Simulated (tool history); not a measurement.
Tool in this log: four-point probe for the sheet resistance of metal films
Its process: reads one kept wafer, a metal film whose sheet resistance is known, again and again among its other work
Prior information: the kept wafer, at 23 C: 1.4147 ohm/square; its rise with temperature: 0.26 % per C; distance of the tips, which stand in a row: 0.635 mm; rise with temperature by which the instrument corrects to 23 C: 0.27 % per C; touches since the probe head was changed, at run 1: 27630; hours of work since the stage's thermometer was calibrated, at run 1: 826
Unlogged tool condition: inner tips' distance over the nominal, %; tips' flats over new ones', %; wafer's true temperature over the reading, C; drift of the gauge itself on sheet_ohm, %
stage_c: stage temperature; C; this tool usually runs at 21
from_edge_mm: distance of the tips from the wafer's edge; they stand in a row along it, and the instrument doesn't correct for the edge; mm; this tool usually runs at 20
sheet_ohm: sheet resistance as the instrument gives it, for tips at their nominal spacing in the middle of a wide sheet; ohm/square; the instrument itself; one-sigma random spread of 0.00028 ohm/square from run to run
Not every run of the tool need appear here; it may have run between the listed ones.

run     day  stage_c  from_edge_mm  touches since the probe head was changed  hours of work since the stage's thermometer was calibrated  sheet_ohm
  1       0       21            20                                     27630                                                         826   1.403416
  2   1.529       21            20                                     29238                                                         847   1.402724
  3   2.742       21            20                                     30510                                                         864   1.403298
  4   4.021       21            20                                     31855                                                         881   1.402733
  5   5.233       21            20                                     33129                                                         898   1.402869
  6   6.492       31            20                                     34451                                                         915   1.402111
  7   7.421       31            20                                     35428                                                         927   1.401459
  8   8.342       24            20                                     36395                                                         940   1.401903
  9   9.742       21            20                                     37866                                                         959   1.402768
 10  11.042       21            20                                     39232                                                         977   1.402539
 11  11.958       21            20                                     40195                                                         989   1.402064
 12  13.458       21            20                                     41770                                                        1010   1.401991
 13  15.017       21            20                                     43408                                                        1031   1.401745
 14  16.562       21            20                                     45035                                                        1052   1.401819
 15  17.546       21            20                                     46066                                                        1066   1.401971
 16  18.542       21            20                                     47111                                                        1079   1.401689
 17  19.475       21            20                                     48092                                                        1092   1.401503
 18  20.429       21            20                                     49095                                                        1105   1.401742
     20.517  -- stage's thermometer calibrated
 19  21.933       21            20                                     50654                                                          19   1.401078
 20  23.071       21            20                                     51851                                                          35   1.401769
 21  24.338       21            20                                     53182                                                          52   1.401334
 22  25.367       21            20                                     54262                                                          66   1.400204
 23  26.775       29            20                                     55741                                                          85   1.399853
 24  27.467       31            74                                     56470                                                          95   1.399366
     28.188  -- stage's thermometer calibrated, once more
 25  28.229       31            74                                     57247                                                           1    1.40048
 26  29.438       31            74                                     58520                                                          17   1.400138
 27  30.354       19            60                                     59480                                                          30    1.40147
 28  31.933       19            60                                     61142                                                          51   1.400985
 29  33.292       35            46                                     62567                                                          70   1.398944
 30    34.3       23            42                                     63628                                                          83    1.40053
 31  35.412       26            20                                     64799                                                          99   1.400305
 32  36.121       26            20                                     65541                                                         108   1.400558
 33  37.125       20             6                                     66595                                                         122   1.408758
 34  37.875       20             6                                     67383                                                         132   1.408532
 35   38.75       20             6                                     68304                                                         144   1.407945
 36  39.808       28            46                                     69416                                                         159   1.399929
 37  41.179       28            46                                     70856                                                         177   1.399393
 38  41.938       25            38                                     71653                                                         188   1.399807
 39  43.025       34             4                                     72796                                                         203   1.417698
 40  44.592       34             4                                     74444                                                         224   1.417293
 41  45.412       20            27                                     75307                                                         235   1.400425
 42  46.892       20            27                                     76857                                                         255   1.400173
 43  48.017       20            27                                     78040                                                         271   1.399393
 44  48.962       31            53                                     79035                                                         284   1.398492
 45  50.188       31            53                                     80323                                                         300    1.39837

Forecast each of these 4 alternatives for the next run:
  A  51.825       24             6                                     82043                                                         323          ?
  B  51.825       19            24                                     82043                                                         323          ?
  C  51.825       24            10                                     82043                                                         323          ?
  D  51.825       25            68                                     82043                                                         323          ?

run  sheet_ohm
  A   1.407729
  B   1.399721
  C   1.401774
  D   1.398714
The same runs, with their run-to-run variation unchanged, on a tool lacking any hidden condition would have given:
run  sheet_ohm
  A   1.423663
  B   1.415579
  C   1.417645
  D   1.414552

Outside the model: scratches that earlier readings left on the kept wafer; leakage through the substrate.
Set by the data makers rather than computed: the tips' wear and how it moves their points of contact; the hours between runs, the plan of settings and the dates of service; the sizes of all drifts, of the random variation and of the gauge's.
